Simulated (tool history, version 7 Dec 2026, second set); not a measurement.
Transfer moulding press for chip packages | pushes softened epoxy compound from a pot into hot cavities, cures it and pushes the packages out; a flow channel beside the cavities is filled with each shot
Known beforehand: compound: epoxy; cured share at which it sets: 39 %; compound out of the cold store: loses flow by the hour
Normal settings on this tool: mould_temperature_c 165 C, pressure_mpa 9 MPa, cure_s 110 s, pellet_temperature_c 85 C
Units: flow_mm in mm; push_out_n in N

run     day  mould_temperature_c  pressure_mpa  cure_s  pellet_temperature_c  incoming compound's hours out of the cold store  flow_mm  push_out_n
  1       0                  165             9     110                    85                                             13.1      954         535
  2    0.45                  165             9     110                    85                                             11.3      962         627
  3   0.829                  165             9     110                    85                                              9.8      964         688
  4    1.35                  165             9      92                    85                                             40.6      862        1046
  5   1.717                  165          9.66     110                    85                                             22.4      944         807
  6   2.279                  163          9.66     110                    85                                             16.1      981         967
  7   2.858                  165             9     110                    94                                             44.4      853         795
  8   3.346                  172             9     110                    85                                             16.1      893         676
  9   3.904                  172             9     110                    85                                             24.6      878         688
      4.038  -- mould's thermocouples calibrated
      4.296  -- cavities cleaned with cleaning compound and waxed
 10   4.312                  172             9     145                    85                                             35.5      847         379
      4.667  -- plunger's sealing rings changed
 11   4.842                  165             9     143                    85                                             36.5      928         436
 12   5.388                  165             9     110                    85                                             21.5      966         681
      5.729  -- mould's thermocouples calibrated, once more
 13   5.988                  165             9     110                    88                                             46.2      902         726
 14   6.525                  165             9     137                    88                                             20.9      960         595
 15   6.933                  165             9     117                    92                                             43.9      896         724
 16   7.212                  167          6.98     117                    92                                             30.8      819         684
 17   7.738                  165         10.59     110                    85                                             15.8     1059         913
 18   8.279                  167           8.2     147                    93                                             25.4      884         629
      8.696  -- cavities cleaned with cleaning compound and waxed
 19   8.696                  165         10.17     110                    76                                             16.3     1034         565
 20   8.958                  165             9     104                    85                                             10.7      990         681
 21     9.3                  165             9     104                    85                                             35.7      934         710
 22   9.867                  165          7.15     110                    86                                             33.7      814         706
 23  10.192                  165          7.15     130                    86                                             47.1      779         587
 24  10.471                  162          9.42     120                    89                                             23.2      987         796
 25  10.842                  162           7.4     120                    92                                             29.6      850         861
 26  11.383                  162           7.4     120                    92                                             43.6      812         843
 27   11.75                  162           7.4     120                    92                                             32.1      850         877
 28  12.171                  167             9     118                    90                                             41.1      884         728

Predict each of these 3 candidate next runs independently; none follows another, all start after run 28:
  A  12.521                  168             9     112                    75                                              9.8        ?           ?
  B  12.521                  165             9     114                    85                                             12.3        ?           ?
  C  12.521                  167          9.67     118                    90                                             36.8        ?           ?

run  flow_mm  push_out_n
  A      969         782
  B      987         898
  C      922         724
With the hidden condition removed and each run's random variation left untouched, the same runs would have given:
run  flow_mm  push_out_n
  A      991         447
  B     1010         513
  C      943         416
